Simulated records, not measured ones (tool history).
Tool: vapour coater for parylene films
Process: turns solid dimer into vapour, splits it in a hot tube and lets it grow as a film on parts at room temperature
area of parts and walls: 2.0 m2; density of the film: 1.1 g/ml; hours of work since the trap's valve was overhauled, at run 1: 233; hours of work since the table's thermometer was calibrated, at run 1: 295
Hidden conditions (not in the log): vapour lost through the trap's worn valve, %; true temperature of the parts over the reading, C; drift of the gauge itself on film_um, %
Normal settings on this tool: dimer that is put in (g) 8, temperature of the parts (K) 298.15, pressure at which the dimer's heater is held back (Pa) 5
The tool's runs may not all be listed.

run	hour	dimer that is put in (g)	temperature of the parts (K)	pressure at which the dimer's heater is held back (Pa)	hours of work since the trap's valve was overhauled	hours of work since the table's thermometer was calibrated	thickness of the film (um)
1	0	8	298.15	5	233	295	1.979
2	28.9	8	298.15	5	258	320	1.968
3	45	8	298.15	5.32	271	333	1.963
4	60.8	6	298.15	5	284	346	1.489
5	95.4	6	298.15	5	314	376	1.483
6	112.1	6	298.15	5	328	390	1.485
7	136.7	8	301.15	5	348	410	1.793
8	156.4	8	301.15	5	365	427	1.807
9	175	8	301.15	5	381	443	1.791
10	197.8	6	301.15	5	400	462	1.357
11	234.1	7	298.15	5	430	492	1.758
12	267.8	8	298.15	5	459	521	2.003
# hour 285.8: trap's valve overhauled
13	293.6	8	298.15	5	7	539	2.011
14	321.2	8	298.15	5	30	562	1.993
15	346.3	8	298.15	5	51	583	1.998
16	378.3	7	298.15	5	78	610	1.758
17	403.8	7	298.15	5	99	632	1.756
18	429	7	298.15	5	121	653	1.766
19	463.7	7	298.15	5	150	682	1.759
20	478.4	7	298.15	5	162	695	1.779
# hour 498.6: gauge calibrated
21	501.2	5	298.15	5	181	714	1.231
22	534.2	5	298.15	5	209	742	1.225
23	559.1	4	307.15	3.08	230	762	0.779
24	580.6	5	296.15	9.27	248	781	1.266
25	614.9	5	296.15	6.99	277	809	1.282
26	630.8	5	296.15	6.99	290	823	1.276
27	652.8	5	295.15	5.52	309	841	1.359
28	674	5	295.15	5.52	327	859	1.366
29	695.5	5	295.15	5.52	345	877	1.355
30	714.7	8	309.15	8.72	361	894	1.308
31	748.9	4	299.15	8.72	390	922	0.905
32	773.7	4	304.15	3.29	411	943	0.843
33	802.3	13	298.15	4.29	435	967	3.3
34	832.4	3	298.15	5.49	460	993	0.749
# hour 848.6: trap's valve overhauled
35	856	5	298.15	2.09	6	1009	1.369
36	886.6	4	298.15	5	32	1035	1.004
37	908.5	3	298.15	5	50	1053	0.76
38	939.3	3	298.15	5	76	1079	0.761
39	975.7	3	298.15	5	107	1110	0.764
40	1009.1	3	298.15	5	135	1138	0.749
41	1040.1	3	298.15	5	161	1164	0.757
42	1070	8	296.15	3.41	186	1189	2.244
43	1091.5	6	298.15	7.57	204	1207	1.461
44	1119.5	7	298.15	7.71	228	1231	1.698

Had the tool no unlogged condition, and each run kept its random variation, what would the results have been?
run	thickness of the film (um)
1	1.981
2	1.967
3	1.961
4	1.486
5	1.478
6	1.479
7	1.783
8	1.796
9	1.778
10	1.346
11	1.741
12	1.98
13	1.983
14	1.962
15	1.965
16	1.727
17	1.723
18	1.731
19	1.721
20	1.74
21	1.232
22	1.224
23	0.777
24	1.263
25	1.276
26	1.27
27	1.351
28	1.356
29	1.344
30	1.296
31	0.896
32	0.833
33	3.258
34	0.739
35	1.346
36	0.986
37	0.746
38	0.745
39	0.748
40	0.731
41	0.739
42	2.185
43	1.421
44	1.649
